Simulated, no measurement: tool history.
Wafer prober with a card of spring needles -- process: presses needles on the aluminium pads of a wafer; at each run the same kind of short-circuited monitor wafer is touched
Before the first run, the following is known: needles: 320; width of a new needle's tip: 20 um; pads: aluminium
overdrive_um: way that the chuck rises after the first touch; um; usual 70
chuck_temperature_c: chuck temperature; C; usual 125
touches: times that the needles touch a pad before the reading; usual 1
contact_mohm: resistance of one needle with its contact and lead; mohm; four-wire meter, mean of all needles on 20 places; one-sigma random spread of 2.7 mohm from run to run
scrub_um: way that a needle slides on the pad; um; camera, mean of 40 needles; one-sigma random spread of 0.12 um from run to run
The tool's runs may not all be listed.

run 1 hour=0 | overdrive_um=70 chuck_temperature_c=125 touches=1 | contact_mohm=311 scrub_um=10.09
run 2 hour=56.7 | overdrive_um=70 chuck_temperature_c=125 touches=1 | contact_mohm=316 scrub_um=9.84
run 3 hour=99.1 | overdrive_um=70 chuck_temperature_c=125 touches=3 | contact_mohm=310 scrub_um=10.07
run 4 hour=166.3 | overdrive_um=76 chuck_temperature_c=125 touches=1 | contact_mohm=308 scrub_um=10.96
run 5 hour=241.9 | overdrive_um=76 chuck_temperature_c=125 touches=1 | contact_mohm=313 scrub_um=10.73
run 6 hour=292.6 | overdrive_um=76 chuck_temperature_c=125 touches=1 | contact_mohm=309 scrub_um=10.89
run 7 hour=389.1 | overdrive_um=56 chuck_temperature_c=37 touches=2 | contact_mohm=288 scrub_um=8
run 8 hour=459.8 | overdrive_um=70 chuck_temperature_c=96 touches=2 | contact_mohm=303 scrub_um=9.98
run 9 hour=546.1 | overdrive_um=70 chuck_temperature_c=96 touches=2 | contact_mohm=303 scrub_um=9.84
run 10 hour=607.9 | overdrive_um=69 chuck_temperature_c=26 touches=2 | contact_mohm=287 scrub_um=9.87
run 11 hour=700.3 | overdrive_um=69 chuck_temperature_c=26 touches=2 | contact_mohm=281 scrub_um=9.94

Missing from the log above: 149 entries noted between runs. For each, name the pair of listed runs it sits between and say how the tool's hidden condition differs from the listed run just before to the listed run just after:
Runs 1 to 2: tips cleaned on abrasive film (hour 3.3); tips cleaned on abrasive film (hour 7.7); height of the first contact set anew (hour 9.1); tips cleaned on abrasive film (hour 13.5); tips cleaned on abrasive film (hour 17.9); tips cleaned on abrasive film (hour 22.3); tips cleaned on abrasive film (hour 26.7); tips cleaned on abrasive film (hour 31.1); tips cleaned on abrasive film (hour 35.5); tips cleaned on abrasive film (hour 41); tips cleaned on abrasive film (hour 45.4); tips cleaned on abrasive film (hour 49.8); tips cleaned on abrasive film (hour 54.2)
  debris on the tips, nm: 0.1 -> 0.2; way that the needles fall short of the set height, um: 0.02 -> 0
Runs 2 to 3: tips cleaned on abrasive film (hour 58.9); tips cleaned on abrasive film (hour 63.3); tips cleaned on abrasive film (hour 67.7); tips cleaned on abrasive film (hour 72.1); tips cleaned on abrasive film (hour 76.5); tips cleaned on abrasive film (hour 80.9); tips cleaned on abrasive film (hour 86.4); tips cleaned on abrasive film (hour 91.9); tips cleaned on abrasive film (hour 96.3)
  way that the needles fall short of the set height, um: 0 -> 0.01
Runs 3 to 4: tips cleaned on abrasive film (hour 101.4); tips cleaned on abrasive film (hour 105.8); tips cleaned on abrasive film (hour 110.2); tips cleaned on abrasive film (hour 114.6); tips cleaned on abrasive film (hour 120.1); tips cleaned on abrasive film (hour 125.5); tips cleaned on abrasive film (hour 129.9); tips cleaned on abrasive film (hour 134.3); tips cleaned on abrasive film (hour 138.7); tips cleaned on abrasive film (hour 143.1); tips cleaned on abrasive film (hour 147.5); tips cleaned on abrasive film (hour 151.9); tips cleaned on abrasive film (hour 156.3); tips cleaned on abrasive film (hour 161.8); tips cleaned on abrasive film (hour 166.2)
  debris on the tips, nm: 0.2 -> 0; tips' diameter, um: 20.01 -> 20.02
Runs 4 to 5: tips cleaned on abrasive film (hour 170.7); tips cleaned on abrasive film (hour 176.2); tips cleaned on abrasive film (hour 180.6); tips cleaned on abrasive film (hour 185); tips cleaned on abrasive film (hour 190.4); tips cleaned on abrasive film (hour 194.8); tips cleaned on abrasive film (hour 199.2); tips cleaned on abrasive film (hour 203.6); tips cleaned on abrasive film (hour 208); tips cleaned on abrasive film (hour 213.5); tips cleaned on abrasive film (hour 217.9); tips cleaned on abrasive film (hour 223.4); tips cleaned on abrasive film (hour 227.8); tips cleaned on abrasive film (hour 232.2); tips cleaned on abrasive film (hour 236.6); tips cleaned on abrasive film (hour 241)
  debris on the tips, nm: 0 -> 0.1; way that the needles fall short of the set height, um: 0.01 -> 0.02
Runs 5 to 6: tips cleaned on abrasive film (hour 246.3); tips cleaned on abrasive film (hour 251.8); tips cleaned on abrasive film (hour 256.2); tips cleaned on abrasive film (hour 261.7); tips cleaned on abrasive film (hour 266.1); height of the first contact set anew (hour 266.4); tips cleaned on abrasive film (hour 270.8); tips cleaned on abrasive film (hour 276.3); tips cleaned on abrasive film (hour 281.7); tips cleaned on abrasive film (hour 287.2); tips cleaned on abrasive film (hour 291.6)
  way that the needles fall short of the set height, um: 0.02 -> 0
Runs 6 to 7: tips cleaned on abrasive film (hour 297); tips cleaned on abrasive film (hour 301.4); tips cleaned on abrasive film (hour 305.8); tips cleaned on abrasive film (hour 310.2); card fitted with new needles (hour 322.2); tips cleaned on abrasive film (hour 326.6); tips cleaned on abrasive film (hour 331); tips cleaned on abrasive film (hour 336.5); tips cleaned on abrasive film (hour 340.9); tips cleaned on abrasive film (hour 345.3); tips cleaned on abrasive film (hour 350.7); tips cleaned on abrasive film (hour 355.1); tips cleaned on abrasive film (hour 359.6); tips cleaned on abrasive film (hour 365); tips cleaned on abrasive film (hour 369.4); tips cleaned on abrasive film (hour 373.8); tips cleaned on abrasive film (hour 378.2); tips cleaned on abrasive film (hour 382.6); tips cleaned on abrasive film (hour 388.1)
  tips' diameter, um: 20.02 -> 20
Runs 7 to 8: tips cleaned on abrasive film (hour 393.5); tips cleaned on abrasive film (hour 397.9); tips cleaned on abrasive film (hour 402.3); tips cleaned on abrasive film (hour 407.8); tips cleaned on abrasive film (hour 412.2); tips cleaned on abrasive film (hour 417.7); tips cleaned on abrasive film (hour 422.1); tips cleaned on abrasive film (hour 426.5); tips cleaned on abrasive film (hour 430.9); tips cleaned on abrasive film (hour 436.4); tips cleaned on abrasive film (hour 440.8); tips cleaned on abrasive film (hour 446.2); tips cleaned on abrasive film (hour 450.6); tips cleaned on abrasive film (hour 455); tips cleaned on abrasive film (hour 459.8)
  debris on the tips, nm: 0.1 -> 0; way that the needles fall short of the set height, um: 0 -> 0.01
Runs 8 to 9: tips cleaned on abrasive film (hour 465.2); tips cleaned on abrasive film (hour 470.7); tips cleaned on abrasive film (hour 475.1); tips cleaned on abrasive film (hour 479.5); tips cleaned on abrasive film (hour 483.9); tips cleaned on abrasive film (hour 489.4); tips cleaned on abrasive film (hour 494.9); tips cleaned on abrasive film (hour 499.3); tips cleaned on abrasive film (hour 503.7); tips cleaned on abrasive film (hour 508.1); tips cleaned on abrasive film (hour 512.5); tips cleaned on abrasive film (hour 518); tips cleaned on abrasive film (hour 523.4); tips cleaned on abrasive film (hour 528.9); tips cleaned on abrasive film (hour 533.3); tips cleaned on abrasive film (hour 537.7); tips cleaned on abrasive film (hour 542.1)
  debris on the tips, nm: 0 -> 0.3
Runs 9 to 10: tips cleaned on abrasive film (hour 547.3); tips cleaned on abrasive film (hour 551.7); tips cleaned on abrasive film (hour 557.2); tips cleaned on abrasive film (hour 562.7); tips cleaned on abrasive film (hour 567.1); tips cleaned on abrasive film (hour 572.5); tips cleaned on abrasive film (hour 576.9); height of the first contact set anew (hour 579.4); tips cleaned on abrasive film (hour 581.6); tips cleaned on abrasive film (hour 586); tips cleaned on abrasive film (hour 590.4); tips cleaned on abrasive film (hour 595.9); tips cleaned on abrasive film (hour 601.4); tips cleaned on abrasive film (hour 605.8)
  debris on the tips, nm: 0.3 -> 0.2; way that the needles fall short of the set height, um: 0.01 -> 0; tips' diameter, um: 20 -> 20.01
Runs 10 to 11: tips cleaned on abrasive film (hour 611.2); tips cleaned on abrasive film (hour 615.6); tips cleaned on abrasive film (hour 620); tips cleaned on abrasive film (hour 624.4); tips cleaned on abrasive film (hour 628.8); tips cleaned on abrasive film (hour 633.2); tips cleaned on abrasive film (hour 637.6); tips cleaned on abrasive film (hour 643.1); tips cleaned on abrasive film (hour 647.5); tips cleaned on abrasive film (hour 651.9); tips cleaned on abrasive film (hour 656.3); tips cleaned on abrasive film (hour 660.7); tips cleaned on abrasive film (hour 666.1); tips cleaned on abrasive film (hour 671.6); tips cleaned on abrasive film (hour 676); tips cleaned on abrasive film (hour 680.4); tips cleaned on abrasive film (hour 684.8); tips cleaned on abrasive film (hour 690.3); tips cleaned on abrasive film (hour 694.7); tips cleaned on abrasive film (hour 700.2)
  debris on the tips, nm: 0.2 -> 0; way that the needles fall short of the set height, um: 0 -> 0.01
